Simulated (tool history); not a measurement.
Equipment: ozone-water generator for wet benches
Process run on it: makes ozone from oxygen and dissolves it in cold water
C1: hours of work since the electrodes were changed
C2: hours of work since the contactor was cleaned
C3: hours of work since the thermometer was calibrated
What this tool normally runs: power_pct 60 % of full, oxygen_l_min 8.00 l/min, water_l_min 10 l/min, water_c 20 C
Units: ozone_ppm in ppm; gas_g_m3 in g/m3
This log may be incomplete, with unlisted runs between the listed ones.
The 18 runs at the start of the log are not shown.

Run 19, hour 353.3: usual settings but power_pct 47 % of full, oxygen_l_min 4.01 l/min, water_c 27 C; C1 958; C2 670; C3 1028. Result: ozone_ppm 36.0 ppm, gas_g_m3 275.8 g/m3.
Run 20, hour 378.8: usual settings but power_pct 47 % of full, oxygen_l_min 4.01 l/min, water_c 27 C; C1 980; C2 692; C3 1050. Result: ozone_ppm 36.2 ppm, gas_g_m3 274.7 g/m3.
Run 21, hour 393.7: usual settings but power_pct 41 % of full, oxygen_l_min 12.54 l/min, water_c 16 C; C1 992; C2 705; C3 1063. Result: ozone_ppm 34.4 ppm, gas_g_m3 146.9 g/m3.
Run 22, hour 419.6: usual settings but power_pct 41 % of full, oxygen_l_min 12.54 l/min, water_c 16 C; C1 1015; C2 727; C3 1085. Result: ozone_ppm 34.9 ppm, gas_g_m3 145.9 g/m3.
Run 23, hour 440.4: usual settings but power_pct 59 % of full, oxygen_l_min 11.00 l/min, water_l_min 8 l/min, water_c 22 C; C1 1033; C2 745; C3 1103. Result: ozone_ppm 44.3 ppm, gas_g_m3 206.7 g/m3.
Run 24, hour 473.2: usual settings but oxygen_l_min 13.74 l/min, water_l_min 12 l/min; C1 1061; C2 773; C3 1132. Result: ozone_ppm 37.5 ppm, gas_g_m3 189.8 g/m3.
Run 25, hour 496.2: usual settings but power_pct 88 % of full, oxygen_l_min 13.74 l/min, water_l_min 12 l/min; C1 1081; C2 793; C3 1151. Result: ozone_ppm 50.3 ppm, gas_g_m3 252.3 g/m3.
At hour 510.5: gauge calibrated.
Run 26, hour 513.6: usual settings but power_pct 88 % of full, oxygen_l_min 13.74 l/min, water_l_min 12 l/min, water_c 22 C; C1 1096; C2 808; C3 1166. Result: ozone_ppm 48.1 ppm, gas_g_m3 257.1 g/m3.
Run 27, hour 532.7: usual settings but power_pct 47 % of full; C1 1112; C2 824; C3 1183. Result: ozone_ppm 38.7 ppm, gas_g_m3 204.2 g/m3.
Run 28, hour 547.5: usual settings but oxygen_l_min 5.19 l/min, water_l_min 8 l/min; C1 1125; C2 837; C3 1196. Result: ozone_ppm 56.1 ppm, gas_g_m3 299.6 g/m3.
Run 29, hour 562.6: usual settings but oxygen_l_min 5.19 l/min, water_l_min 8 l/min; C1 1138; C2 850; C3 1209. Result: ozone_ppm 55.6 ppm, gas_g_m3 297.1 g/m3.
Run 30, hour 581.6: usual settings but power_pct 47 % of full, water_l_min 8 l/min, water_c 14 C; C1 1154; C2 867; C3 1225. Result: ozone_ppm 50.0 ppm, gas_g_m3 202.6 g/m3.
Run 31, hour 609.6: usual settings but power_pct 47 % of full, water_l_min 8 l/min, water_c 14 C; C1 1178; C2 891; C3 1249. Result: ozone_ppm 49.5 ppm, gas_g_m3 201.3 g/m3.

Run 32 comes next. What will it give?
Run 32, hour 624.7: usual settings but power_pct 57 % of full, oxygen_l_min 11.26 l/min, water_l_min 14 l/min, water_c 24 C; C1 1191; C2 904; C3 1262. Result: ozone_ppm ?, gas_g_m3 ?.

ozone_ppm: 31.1 ppm
gas_g_m3: 202.6 g/m3
The same run, on a tool lacking any hidden state, would have yielded ozone_ppm 31.2 ppm, gas_g_m3 204.1 g/m3.
